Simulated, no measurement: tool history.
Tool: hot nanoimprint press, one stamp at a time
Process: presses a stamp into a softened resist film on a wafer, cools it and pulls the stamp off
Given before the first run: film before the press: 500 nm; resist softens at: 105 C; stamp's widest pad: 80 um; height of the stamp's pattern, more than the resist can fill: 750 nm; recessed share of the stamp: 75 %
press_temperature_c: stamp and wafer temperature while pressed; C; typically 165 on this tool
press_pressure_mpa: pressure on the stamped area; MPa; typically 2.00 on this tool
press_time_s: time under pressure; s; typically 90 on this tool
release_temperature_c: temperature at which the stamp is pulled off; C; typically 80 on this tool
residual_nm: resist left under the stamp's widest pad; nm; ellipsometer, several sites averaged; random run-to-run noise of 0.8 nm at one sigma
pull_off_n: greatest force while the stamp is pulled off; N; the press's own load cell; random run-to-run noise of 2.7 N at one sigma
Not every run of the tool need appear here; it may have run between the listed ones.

Run 1, hour 0.0: usual settings. Result: residual_nm 242.2 nm, pull_off_n 228 N.
Run 2, hour 5.9: usual settings. Result: residual_nm 241.3 nm, pull_off_n 229 N.
At hour 22.0: stamp cleaned and given a new release coat.
Run 3, hour 23.1: usual settings but press_temperature_c 168 C. Result: residual_nm 213.9 nm, pull_off_n 227 N.
Run 4, hour 33.0: usual settings but release_temperature_c 85 C. Result: residual_nm 242.3 nm, pull_off_n 216 N.
Run 5, hour 38.7: usual settings but press_pressure_mpa 2.85 MPa, release_temperature_c 85 C. Result: residual_nm 208.8 nm, pull_off_n 206 N.
Run 6, hour 47.9: usual settings but release_temperature_c 74 C. Result: residual_nm 241.6 nm, pull_off_n 250 N.
Run 7, hour 59.2: usual settings but release_temperature_c 74 C. Result: residual_nm 242.7 nm, pull_off_n 250 N.
Run 8, hour 72.3: usual settings but press_temperature_c 155 C. Result: residual_nm 353.8 nm, pull_off_n 222 N.
Run 9, hour 80.5: usual settings but press_time_s 58 s. Result: residual_nm 284.7 nm, pull_off_n 223 N.
Run 10, hour 93.4: usual settings but press_time_s 58 s. Result: residual_nm 284.0 nm, pull_off_n 223 N.
Run 11, hour 106.6: usual settings. Result: residual_nm 243.3 nm, pull_off_n 227 N.
Run 12, hour 117.6: usual settings. Result: residual_nm 243.0 nm, pull_off_n 231 N.
Run 13, hour 129.9: usual settings. Result: residual_nm 244.1 nm, pull_off_n 231 N.
Run 14, hour 141.0: usual settings. Result: residual_nm 243.7 nm, pull_off_n 231 N.
Run 15, hour 150.3: usual settings. Result: residual_nm 243.3 nm, pull_off_n 227 N.
At hour 157.7: plate thermocouple calibrated.
Run 16, hour 160.5: usual settings but press_pressure_mpa 1.23 MPa. Result: residual_nm 290.9 nm, pull_off_n 230 N.
Run 17, hour 169.1: usual settings but press_pressure_mpa 1.23 MPa. Result: residual_nm 291.2 nm, pull_off_n 225 N.
Run 18, hour 176.9: usual settings but press_pressure_mpa 1.23 MPa. Result: residual_nm 290.2 nm, pull_off_n 225 N.
Run 19, hour 188.9: usual settings but press_temperature_c 157 C, press_pressure_mpa 2.75 MPa, press_time_s 137 s. Result: residual_nm 262.0 nm, pull_off_n 222 N.
Run 20, hour 200.8: usual settings but press_temperature_c 172 C. Result: residual_nm 181.3 nm, pull_off_n 226 N.
Run 21, hour 212.0: usual settings but press_temperature_c 172 C, press_time_s 68 s. Result: residual_nm 205.5 nm, pull_off_n 225 N.
Run 22, hour 222.7: usual settings but press_temperature_c 157 C, press_pressure_mpa 1.87 MPa, press_time_s 81 s, release_temperature_c 85 C. Result: residual_nm 349.9 nm, pull_off_n 208 N.
Run 23, hour 235.6: usual settings but press_temperature_c 154 C, press_time_s 96 s, release_temperature_c 75 C. Result: residual_nm 362.1 nm, pull_off_n 245 N.
Run 24, hour 242.2: usual settings but press_temperature_c 158 C, press_pressure_mpa 1.56 MPa, release_temperature_c 82 C. Result: residual_nm 344.5 nm, pull_off_n 222 N.
Run 25, hour 254.9: usual settings but press_temperature_c 158 C, press_pressure_mpa 1.56 MPa, release_temperature_c 82 C. Result: residual_nm 347.2 nm, pull_off_n 218 N.
Run 26, hour 263.0: usual settings but press_temperature_c 168 C, press_pressure_mpa 1.56 MPa, press_time_s 126 s, release_temperature_c 82 C. Result: residual_nm 209.8 nm, pull_off_n 222 N.
Run 27, hour 271.9: usual settings but press_pressure_mpa 3.15 MPa, press_time_s 46 s. Result: residual_nm 265.8 nm, pull_off_n 229 N.
Run 28, hour 282.1: usual settings but release_temperature_c 73 C. Result: residual_nm 245.2 nm, pull_off_n 262 N.
Run 29, hour 289.9: usual settings but press_temperature_c 158 C, press_pressure_mpa 2.40 MPa, press_time_s 133 s, release_temperature_c 84 C. Result: residual_nm 267.9 nm, pull_off_n 212 N.
Run 30, hour 296.8: usual settings but press_pressure_mpa 2.84 MPa, press_time_s 81 s. Result: residual_nm 223.2 nm, pull_off_n 225 N.

Predict each of these 3 candidate next runs independently; none follows another, all start after run 30:
Run A, hour 305.6: usual settings but press_pressure_mpa 2.84 MPa, press_time_s 81 s, release_temperature_c 77 C. Result: residual_nm ?, pull_off_n ?.
Run B, hour 305.6: usual settings but press_temperature_c 154 C, press_pressure_mpa 2.14 MPa, release_temperature_c 76 C. Result: residual_nm ?, pull_off_n ?.
Run C, hour 305.6: usual settings but press_temperature_c 153 C, press_pressure_mpa 1.99 MPa, press_time_s 48 s. Result: residual_nm ?, pull_off_n ?.

run  residual_nm  pull_off_n
  A        223.7         240
  B        364.2         245
  C        427.2         230
Without the tool's unlogged condition, the same runs would have read:
run  residual_nm  pull_off_n
  A        219.0         239
  B        356.6         244
  C        418.2         229
